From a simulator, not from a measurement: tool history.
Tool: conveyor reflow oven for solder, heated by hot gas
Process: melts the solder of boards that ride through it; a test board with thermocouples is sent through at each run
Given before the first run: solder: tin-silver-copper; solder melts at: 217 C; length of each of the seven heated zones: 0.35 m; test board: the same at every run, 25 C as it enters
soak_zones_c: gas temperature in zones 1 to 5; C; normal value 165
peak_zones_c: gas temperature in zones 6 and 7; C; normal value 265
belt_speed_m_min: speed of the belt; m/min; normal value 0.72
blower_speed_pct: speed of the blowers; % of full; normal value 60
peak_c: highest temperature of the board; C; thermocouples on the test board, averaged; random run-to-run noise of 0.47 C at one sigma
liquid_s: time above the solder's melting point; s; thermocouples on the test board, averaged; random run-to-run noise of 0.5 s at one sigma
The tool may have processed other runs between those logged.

{"run": 1, "hour": 0.0, "soak_zones_c": 165, "peak_zones_c": 265, "belt_speed_m_min": 0.72, "blower_speed_pct": 60, "peak_c": 243, "liquid_s": 34.6}
{"run": 2, "hour": 12.6, "soak_zones_c": 165, "peak_zones_c": 265, "belt_speed_m_min": 0.72, "blower_speed_pct": 60, "peak_c": 243.5, "liquid_s": 34.1}
{"run": 3, "hour": 18.6, "soak_zones_c": 165, "peak_zones_c": 265, "belt_speed_m_min": 0.72, "blower_speed_pct": 60, "peak_c": 242.5, "liquid_s": 33.9}
{"run": 4, "hour": 24.5, "soak_zones_c": 165, "peak_zones_c": 265, "belt_speed_m_min": 0.72, "blower_speed_pct": 60, "peak_c": 242.9, "liquid_s": 34}
{"run": 5, "hour": 33.4, "soak_zones_c": 165, "peak_zones_c": 265, "belt_speed_m_min": 0.72, "blower_speed_pct": 60, "peak_c": 242.4, "liquid_s": 33.8}
{"run": 6, "hour": 41.5, "soak_zones_c": 165, "peak_zones_c": 265, "belt_speed_m_min": 0.72, "blower_speed_pct": 60, "peak_c": 242.8, "liquid_s": 34.1}
{"run": 7, "hour": 53.5, "soak_zones_c": 165, "peak_zones_c": 265, "belt_speed_m_min": 0.72, "blower_speed_pct": 60, "peak_c": 243, "liquid_s": 34.3}
{"hour": 62.0, "done": "flux residue cleaned out of gas plates and filters"}
{"run": 8, "hour": 69.5, "soak_zones_c": 165, "peak_zones_c": 265, "belt_speed_m_min": 0.72, "blower_speed_pct": 60, "peak_c": 242.8, "liquid_s": 35.3}
{"run": 9, "hour": 76.8, "soak_zones_c": 165, "peak_zones_c": 265, "belt_speed_m_min": 0.72, "blower_speed_pct": 60, "peak_c": 242.6, "liquid_s": 34.3}
{"run": 10, "hour": 86.2, "soak_zones_c": 165, "peak_zones_c": 265, "belt_speed_m_min": 0.72, "blower_speed_pct": 60, "peak_c": 243.9, "liquid_s": 34.4}
{"run": 11, "hour": 97.2, "soak_zones_c": 165, "peak_zones_c": 265, "belt_speed_m_min": 0.72, "blower_speed_pct": 60, "peak_c": 243, "liquid_s": 33.9}
{"run": 12, "hour": 108.2, "soak_zones_c": 165, "peak_zones_c": 258, "belt_speed_m_min": 0.72, "blower_speed_pct": 60, "peak_c": 236.8, "liquid_s": 29.7}
{"run": 13, "hour": 121.5, "soak_zones_c": 165, "peak_zones_c": 258, "belt_speed_m_min": 0.72, "blower_speed_pct": 60, "peak_c": 236.7, "liquid_s": 29.5}
{"run": 14, "hour": 129.6, "soak_zones_c": 165, "peak_zones_c": 258, "belt_speed_m_min": 0.72, "blower_speed_pct": 60, "peak_c": 237.7, "liquid_s": 29.8}
{"run": 15, "hour": 141.0, "soak_zones_c": 165, "peak_zones_c": 258, "belt_speed_m_min": 0.72, "blower_speed_pct": 60, "peak_c": 238.3, "liquid_s": 28.9}
{"run": 16, "hour": 147.9, "soak_zones_c": 165, "peak_zones_c": 258, "belt_speed_m_min": 0.72, "blower_speed_pct": 60, "peak_c": 236.8, "liquid_s": 29.5}
{"run": 17, "hour": 155.5, "soak_zones_c": 165, "peak_zones_c": 273, "belt_speed_m_min": 0.713, "blower_speed_pct": 83, "peak_c": 258.3, "liquid_s": 45.3}
{"run": 18, "hour": 164.1, "soak_zones_c": 153, "peak_zones_c": 265, "belt_speed_m_min": 0.72, "blower_speed_pct": 60, "peak_c": 240.9, "liquid_s": 29.5}
{"run": 19, "hour": 173.6, "soak_zones_c": 153, "peak_zones_c": 265, "belt_speed_m_min": 0.72, "blower_speed_pct": 53, "peak_c": 236.7, "liquid_s": 25.2}
{"run": 20, "hour": 179.2, "soak_zones_c": 165, "peak_zones_c": 257, "belt_speed_m_min": 0.699, "blower_speed_pct": 60, "peak_c": 237.1, "liquid_s": 31.2}
{"run": 21, "hour": 185.3, "soak_zones_c": 165, "peak_zones_c": 257, "belt_speed_m_min": 0.699, "blower_speed_pct": 60, "peak_c": 237.5, "liquid_s": 30.5}
{"run": 22, "hour": 194.0, "soak_zones_c": 165, "peak_zones_c": 257, "belt_speed_m_min": 0.699, "blower_speed_pct": 60, "peak_c": 237.9, "liquid_s": 31.5}
{"run": 23, "hour": 200.6, "soak_zones_c": 154, "peak_zones_c": 259, "belt_speed_m_min": 0.72, "blower_speed_pct": 60, "peak_c": 236.5, "liquid_s": 25.9}
{"run": 24, "hour": 211.2, "soak_zones_c": 154, "peak_zones_c": 259, "belt_speed_m_min": 0.72, "blower_speed_pct": 60, "peak_c": 236, "liquid_s": 27}
{"run": 25, "hour": 219.0, "soak_zones_c": 154, "peak_zones_c": 259, "belt_speed_m_min": 0.72, "blower_speed_pct": 60, "peak_c": 236.1, "liquid_s": 25}
{"run": 26, "hour": 231.2, "soak_zones_c": 176, "peak_zones_c": 257, "belt_speed_m_min": 0.72, "blower_speed_pct": 60, "peak_c": 238.2, "liquid_s": 34.1}

Run 27 has not been measured yet. What should we expect?
{"run": 27, "hour": 238.3, "soak_zones_c": 173, "peak_zones_c": 265, "belt_speed_m_min": 0.72, "blower_speed_pct": 69, "peak_c": "?", "liquid_s": "?"}

Run 27 measured peak_c 248.9 C, liquid_s 41.4 s.
The same run, on a tool lacking any hidden state, would have yielded peak_c 248.9 C, liquid_s 41.5 s.
